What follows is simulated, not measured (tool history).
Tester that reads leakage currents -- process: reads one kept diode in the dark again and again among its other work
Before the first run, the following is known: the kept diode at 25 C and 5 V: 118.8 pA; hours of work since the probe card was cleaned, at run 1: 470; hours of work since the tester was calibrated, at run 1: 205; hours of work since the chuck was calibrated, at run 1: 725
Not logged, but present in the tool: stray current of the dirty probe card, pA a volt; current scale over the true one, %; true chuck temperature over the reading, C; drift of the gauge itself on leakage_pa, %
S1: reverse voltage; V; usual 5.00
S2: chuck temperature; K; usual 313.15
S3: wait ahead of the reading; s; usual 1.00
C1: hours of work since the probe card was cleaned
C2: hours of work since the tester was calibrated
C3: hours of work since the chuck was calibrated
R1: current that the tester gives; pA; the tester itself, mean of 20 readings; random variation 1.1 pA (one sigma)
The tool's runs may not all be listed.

{"run": 1, "hour": 0.0, "S1": 5.0, "S2": 313.15, "S3": 1.0, "C1": 470, "C2": 205, "C3": 725, "R1": 333.32}
{"run": 2, "hour": 31.8, "S1": 5.0, "S2": 313.15, "S3": 1.0, "C1": 486, "C2": 221, "C3": 741, "R1": 331.47}
{"run": 3, "hour": 54.6, "S1": 5.0, "S2": 313.15, "S3": 1.0, "C1": 498, "C2": 233, "C3": 753, "R1": 332.93}
{"run": 4, "hour": 85.2, "S1": 5.0, "S2": 311.15, "S3": 1.0, "C1": 513, "C2": 248, "C3": 768, "R1": 287.01}
{"run": 5, "hour": 102.3, "S1": 5.0, "S2": 311.15, "S3": 1.0, "C1": 522, "C2": 257, "C3": 777, "R1": 288.55}
{"run": 6, "hour": 117.8, "S1": 5.0, "S2": 311.15, "S3": 1.0, "C1": 530, "C2": 265, "C3": 785, "R1": 288.41}
{"run": 7, "hour": 154.0, "S1": 5.0, "S2": 311.15, "S3": 1.0, "C1": 548, "C2": 283, "C3": 803, "R1": 287.95}
{"run": 8, "hour": 188.5, "S1": 5.0, "S2": 311.15, "S3": 1.0, "C1": 565, "C2": 301, "C3": 821, "R1": 286.75}
{"run": 9, "hour": 225.2, "S1": 5.0, "S2": 311.15, "S3": 1.0, "C1": 584, "C2": 319, "C3": 839, "R1": 286.27}
{"run": 10, "hour": 249.7, "S1": 5.0, "S2": 311.15, "S3": 4.51, "C1": 596, "C2": 332, "C3": 852, "R1": 283.77}
{"run": 11, "hour": 274.4, "S1": 5.0, "S2": 311.15, "S3": 4.51, "C1": 609, "C2": 344, "C3": 864, "R1": 285.61}
{"run": 12, "hour": 310.2, "S1": 5.0, "S2": 313.15, "S3": 1.22, "C1": 627, "C2": 362, "C3": 883, "R1": 325.87}
{"run": 13, "hour": 326.7, "S1": 5.0, "S2": 313.15, "S3": 1.22, "C1": 635, "C2": 371, "C3": 891, "R1": 327.85}
{"run": 14, "hour": 349.6, "S1": 4.73, "S2": 313.15, "S3": 1.0, "C1": 647, "C2": 382, "C3": 902, "R1": 317.73}
{"run": 15, "hour": 379.2, "S1": 4.73, "S2": 313.15, "S3": 1.0, "C1": 662, "C2": 397, "C3": 917, "R1": 317.04}
{"run": 16, "hour": 395.7, "S1": 5.0, "S2": 297.15, "S3": 1.0, "C1": 670, "C2": 406, "C3": 926, "R1": 102.93}
{"hour": 401.1, "done": "chuck's temperature calibrated"}
{"run": 17, "hour": 432.2, "S1": 5.0, "S2": 294.15, "S3": 1.0, "C1": 688, "C2": 423, "C3": 16, "R1": 90.67}
{"run": 18, "hour": 451.7, "S1": 8.96, "S2": 294.15, "S3": 1.0, "C1": 698, "C2": 433, "C3": 26, "R1": 120.69}
{"run": 19, "hour": 473.4, "S1": 8.96, "S2": 294.15, "S3": 1.0, "C1": 709, "C2": 444, "C3": 37, "R1": 121.19}
{"run": 20, "hour": 498.8, "S1": 8.96, "S2": 294.15, "S3": 1.0, "C1": 722, "C2": 457, "C3": 49, "R1": 121.29}
{"run": 21, "hour": 531.1, "S1": 3.11, "S2": 302.15, "S3": 6.21, "C1": 738, "C2": 473, "C3": 66, "R1": 129.17}
{"run": 22, "hour": 566.0, "S1": 4.79, "S2": 313.15, "S3": 1.0, "C1": 756, "C2": 491, "C3": 84, "R1": 346.1}
{"run": 23, "hour": 602.6, "S1": 1.72, "S2": 313.15, "S3": 1.0, "C1": 774, "C2": 509, "C3": 102, "R1": 213.43}
{"run": 24, "hour": 624.5, "S1": 1.67, "S2": 317.15, "S3": 0.35, "C1": 785, "C2": 520, "C3": 113, "R1": 276.82}
{"run": 25, "hour": 659.1, "S1": 13.97, "S2": 294.15, "S3": 1.94, "C1": 803, "C2": 538, "C3": 131, "R1": 148.38}
{"run": 26, "hour": 675.6, "S1": 8.98, "S2": 294.15, "S3": 0.32, "C1": 811, "C2": 546, "C3": 139, "R1": 127.34}
{"run": 27, "hour": 700.5, "S1": 8.98, "S2": 294.15, "S3": 0.32, "C1": 824, "C2": 559, "C3": 152, "R1": 126.07}
{"run": 28, "hour": 735.8, "S1": 8.98, "S2": 324.15, "S3": 0.32, "C1": 842, "C2": 577, "C3": 170, "R1": 960.8}
{"run": 29, "hour": 763.5, "S1": 4.39, "S2": 305.15, "S3": 2.68, "C1": 856, "C2": 591, "C3": 184, "R1": 186.54}
{"run": 30, "hour": 794.7, "S1": 4.39, "S2": 305.15, "S3": 2.68, "C1": 872, "C2": 607, "C3": 199, "R1": 185.46}
{"run": 31, "hour": 827.1, "S1": 18.9, "S2": 310.15, "S3": 0.6, "C1": 888, "C2": 623, "C3": 216, "R1": 537.81}
{"run": 32, "hour": 853.3, "S1": 18.9, "S2": 310.15, "S3": 0.6, "C1": 901, "C2": 636, "C3": 229, "R1": 530.47}
{"run": 33, "hour": 888.1, "S1": 5.0, "S2": 293.15, "S3": 1.0, "C1": 919, "C2": 654, "C3": 247, "R1": 83.04}
{"run": 34, "hour": 905.8, "S1": 11.38, "S2": 313.15, "S3": 5.6, "C1": 928, "C2": 663, "C3": 256, "R1": 506.22}
{"run": 35, "hour": 927.8, "S1": 11.38, "S2": 313.15, "S3": 5.6, "C1": 939, "C2": 674, "C3": 267, "R1": 506.92}
{"run": 36, "hour": 951.1, "S1": 11.38, "S2": 313.15, "S3": 5.6, "C1": 951, "C2": 686, "C3": 279, "R1": 506.64}
{"run": 37, "hour": 975.9, "S1": 11.38, "S2": 306.15, "S3": 5.6, "C1": 963, "C2": 699, "C3": 291, "R1": 311.23}
{"run": 38, "hour": 993.3, "S1": 3.87, "S2": 302.15, "S3": 0.47, "C1": 972, "C2": 707, "C3": 300, "R1": 141.2}
{"run": 39, "hour": 1022.2, "S1": 3.87, "S2": 302.15, "S3": 0.47, "C1": 987, "C2": 722, "C3": 315, "R1": 141.58}

Branching from run 39: 5 alternative next runs. What would each branch give?
{"run": "A", "hour": 1046.4, "S1": 2.92, "S2": 302.15, "S3": 0.47, "C1": 999, "C2": 734, "C3": 327, "R1": "?"}
{"run": "B", "hour": 1046.4, "S1": 1.13, "S2": 293.15, "S3": 0.81, "C1": 999, "C2": 734, "C3": 327, "R1": "?"}
{"run": "C", "hour": 1046.4, "S1": 8.21, "S2": 307.15, "S3": 1.49, "C1": 999, "C2": 734, "C3": 327, "R1": "?"}
{"run": "D", "hour": 1046.4, "S1": 17.83, "S2": 321.15, "S3": 0.79, "C1": 999, "C2": 734, "C3": 327, "R1": "?"}
{"run": "E", "hour": 1046.4, "S1": 4.96, "S2": 312.15, "S3": 0.47, "C1": 999, "C2": 734, "C3": 327, "R1": "?"}

run=A R1=123.35
run=B R1=39.78
run=C R1=284.62
run=D R1=1062.54
run=E R1=320.74
Stripped of hidden state, with their random variation kept, the same runs would have yielded:
run=A R1=127.66
run=B R1=41.12
run=C R1=292.67
run=D R1=1101.31
run=E R1=333.73
